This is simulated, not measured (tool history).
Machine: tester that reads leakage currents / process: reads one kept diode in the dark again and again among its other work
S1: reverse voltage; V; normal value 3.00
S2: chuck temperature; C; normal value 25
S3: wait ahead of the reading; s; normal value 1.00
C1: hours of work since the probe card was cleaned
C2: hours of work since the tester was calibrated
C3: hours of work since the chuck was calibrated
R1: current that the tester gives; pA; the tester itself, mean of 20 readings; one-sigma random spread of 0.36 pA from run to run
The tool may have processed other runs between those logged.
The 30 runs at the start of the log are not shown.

run,day,S1,S2,S3,C1,C2,C3,R1
31,270.875,8.71,25,1.00,1921,4308,891,193.85
32,281.592,8.49,33,1.54,2070,4457,1040,385.43
# day 285.429: tester calibrated
33,289.108,1.22,28,1.90,2173,51,1143,114.43
34,296.112,6.35,34,1.00,2270,148,1240,384.74
35,305.783,14.96,25,0.66,2405,283,1374,257.33
36,311.921,14.96,25,0.66,2490,368,1460,258.81
37,318.808,5.78,25,6.89,2585,463,1555,169.64
38,324.946,3.00,31,2.73,2671,548,1640,217.79
# day 329.879: chuck's temperature calibrated
39,330.883,3.00,31,1.95,2752,630,14,206.79

Branching from run 39: 4 alternative next runs. What would each branch give?
A,339.292,3.00,31,0.38,2869,746,131,?
B,339.292,5.22,28,1.27,2869,746,131,?
C,339.292,3.00,56,0.51,2869,746,131,?
D,339.292,3.00,35,0.48,2869,746,131,?

run,R1
A,208.01
B,202.59
C,1588.31
D,293.31
Take away the tool's hidden state, keep each run's random variation, and the runs would have read:
run,R1
A,205.61
B,197.32
C,1594.84
D,291.47

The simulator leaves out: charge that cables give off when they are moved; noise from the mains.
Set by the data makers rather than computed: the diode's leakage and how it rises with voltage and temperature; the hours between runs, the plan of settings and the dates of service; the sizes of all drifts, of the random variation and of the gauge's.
